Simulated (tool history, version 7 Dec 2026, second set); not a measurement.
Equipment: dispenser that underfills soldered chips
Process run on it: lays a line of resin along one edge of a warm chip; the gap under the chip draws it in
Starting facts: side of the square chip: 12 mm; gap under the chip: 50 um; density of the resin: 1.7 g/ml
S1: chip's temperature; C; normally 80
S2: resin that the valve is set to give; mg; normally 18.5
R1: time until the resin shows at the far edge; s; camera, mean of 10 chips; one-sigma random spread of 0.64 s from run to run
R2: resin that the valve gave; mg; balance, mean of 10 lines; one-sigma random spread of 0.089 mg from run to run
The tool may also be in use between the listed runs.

Run 1, day 0.000: usual settings. Result: R1 67.7 s, R2 18.42 mg.
At day 0.308: new syringe of resin.
Run 2, day 0.492: usual settings. Result: R1 63.9 s, R2 18.43 mg.
At day 0.862: new syringe of resin.
Run 3, day 1.029: usual settings. Result: R1 62.1 s, R2 18.16 mg.
At day 1.375: new syringe of resin.
Run 4, day 1.388: usual settings. Result: R1 51.3 s, R2 18.19 mg.
At day 1.883: new syringe of resin.
Run 5, day 2.117: usual settings. Result: R1 66.8 s, R2 17.90 mg.
At day 2.429: new syringe of resin.
Run 6, day 2.771: usual settings. Result: R1 75.3 s, R2 17.63 mg.
At day 2.946: new syringe of resin.
At day 3.483: new syringe of resin.
Run 7, day 3.483: usual settings. Result: R1 50.5 s, R2 17.56 mg.
At day 4.004: new syringe of resin.
At day 4.046: dispensing valve cleaned and set on the balance.
Run 8, day 4.046: usual settings. Result: R1 49.1 s, R2 18.51 mg.
At day 4.392: stage's temperature calibrated.
At day 4.612: new syringe of resin.
Run 9, day 4.658: usual settings. Result: R1 60.6 s, R2 18.44 mg.
At day 5.150: new syringe of resin.
Run 10, day 5.279: usual settings. Result: R1 68.2 s, R2 18.04 mg.
At day 5.667: new syringe of resin.
Run 11, day 5.846: usual settings. Result: R1 70.3 s, R2 17.93 mg.
At day 6.204: new syringe of resin.
Run 12, day 6.262: usual settings. Result: R1 60.2 s, R2 17.83 mg.
At day 6.754: new syringe of resin.
Run 13, day 6.962: usual settings but S1 73 C, S2 16.9 mg. Result: R1 106.3 s, R2 16.27 mg.
At day 7.308: new syringe of resin.
Run 14, day 7.338: usual settings but S1 79 C, S2 17.0 mg. Result: R1 62.3 s, R2 16.25 mg.
At day 7.854: new syringe of resin.
Run 15, day 7.921: usual settings but S1 79 C, S2 17.0 mg. Result: R1 67.7 s, R2 16.30 mg.
At day 8.129: dispensing valve cleaned and set on the balance.
At day 8.438: new syringe of resin.
Run 16, day 8.612: usual settings but S1 79 C, S2 17.0 mg. Result: R1 74.4 s, R2 16.79 mg.
At day 8.996: new syringe of resin.
Run 17, day 9.200: usual settings but S1 67 C, S2 16.2 mg. Result: R1 154.5 s, R2 15.99 mg.
At day 9.533: new syringe of resin.
Run 18, day 9.542: usual settings but S1 94 C, S2 18.4 mg. Result: R1 28.4 s, R2 18.03 mg.
At day 10.067: new syringe of resin.
Run 19, day 10.092: usual settings but S1 94 C, S2 18.4 mg. Result: R1 28.2 s, R2 17.94 mg.
Run 20, day 10.408: usual settings but S1 88 C, S2 15.8 mg. Result: R1 56.6 s, R2 15.26 mg.
At day 10.600: new syringe of resin.
Run 21, day 10.992: usual settings but S1 74 C, S2 15.8 mg. Result: R1 126.7 s, R2 15.19 mg.
At day 11.121: new syringe of resin.
Run 22, day 11.338: usual settings but S1 74 C, S2 20.1 mg. Result: R1 95.9 s, R2 19.22 mg.
At day 11.642: new syringe of resin.
Run 23, day 12.062: usual settings but S2 18.7 mg. Result: R1 92.3 s, R2 17.72 mg.

4 options for the next run, each taken on its own from the tool as it stands now. Forecast them:
At day 12.158: dispensing valve cleaned and set on the balance.
At day 12.233: new syringe of resin.
Run A, day 12.675: usual settings but S1 91 C, S2 22.8 mg. Result: R1 ?, R2 ?.
At day 12.158: dispensing valve cleaned and set on the balance.
At day 12.233: new syringe of resin.
Run B, day 12.675: usual settings but S1 88 C, S2 20.7 mg. Result: R1 ?, R2 ?.
At day 12.158: dispensing valve cleaned and set on the balance.
At day 12.233: new syringe of resin.
Run C, day 12.675: usual settings but S1 81 C, S2 15.7 mg. Result: R1 ?, R2 ?.
At day 12.158: dispensing valve cleaned and set on the balance.
At day 12.233: new syringe of resin.
Run D, day 12.675: usual settings but S1 84 C, S2 22.6 mg. Result: R1 ?, R2 ?.

run    R1     R2
  A  51.3  22.57
  B  59.8  20.53
  C  88.3  15.71
  D  73.3  22.28
With no hidden state in the tool, these same runs would have given:
run    R1     R2
  A  31.5  22.80
  B  36.7  20.74
  C  54.2  15.87
  D  45.1  22.50

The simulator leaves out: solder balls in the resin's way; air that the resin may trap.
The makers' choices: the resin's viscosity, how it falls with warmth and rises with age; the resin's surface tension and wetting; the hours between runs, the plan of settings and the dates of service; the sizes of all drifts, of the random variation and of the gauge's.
